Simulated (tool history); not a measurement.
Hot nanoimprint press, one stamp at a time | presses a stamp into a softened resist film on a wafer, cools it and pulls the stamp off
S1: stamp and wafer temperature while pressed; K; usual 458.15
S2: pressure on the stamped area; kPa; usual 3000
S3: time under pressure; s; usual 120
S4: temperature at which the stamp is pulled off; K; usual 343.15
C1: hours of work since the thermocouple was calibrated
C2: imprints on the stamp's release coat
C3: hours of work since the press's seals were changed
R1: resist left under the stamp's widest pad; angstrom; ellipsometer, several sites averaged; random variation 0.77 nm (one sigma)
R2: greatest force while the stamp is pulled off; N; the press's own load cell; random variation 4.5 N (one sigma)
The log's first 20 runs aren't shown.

run,hour,S1,S2,S3,S4,C1,C2,C3,R1,R2
21,723.0,457.15,3000,79,334.15,427,1016,246,1197,284
# hour 731.7: stamp cleaned and given a new release coat
22,764.8,457.15,3000,79,334.15,443,116,263,1189,254
23,806.2,457.15,3000,79,334.15,462,262,281,1192,270
24,849.0,458.15,2530,120,335.15,481,412,301,1121,266
# hour 897.5: plate thermocouple calibrated
25,897.5,458.15,2530,120,335.15,0,571,321,1062,262
26,920.5,458.15,3000,227,335.15,10,652,331,781,254
27,962.8,457.15,3830,193,347.15,29,801,351,756,247
28,994.5,447.15,2250,92,348.15,44,912,365,1531,251
# hour 1033.2: stamp cleaned and given a new release coat
29,1037.7,447.15,2250,92,348.15,61,16,382,1558,232
30,1085.1,461.15,3460,134,343.15,82,182,403,812,246
31,1128.9,458.15,2590,148,346.15,102,335,423,979,241

3 ways to go on from here, each from the tool as it stands after run 31. What would each give?
A,1158.8,450.15,3000,156,338.15,115,441,436,?,?
B,1158.8,469.15,3000,120,343.15,115,441,436,?,?
C,1158.8,458.15,4310,75,332.15,115,441,436,?,?

run,R1,R2
A,1131,254
B,749,244
C,969,269
Without the tool's hidden state the same runs would have given:
run,R1,R2
A,1115,244
B,738,234
C,951,258
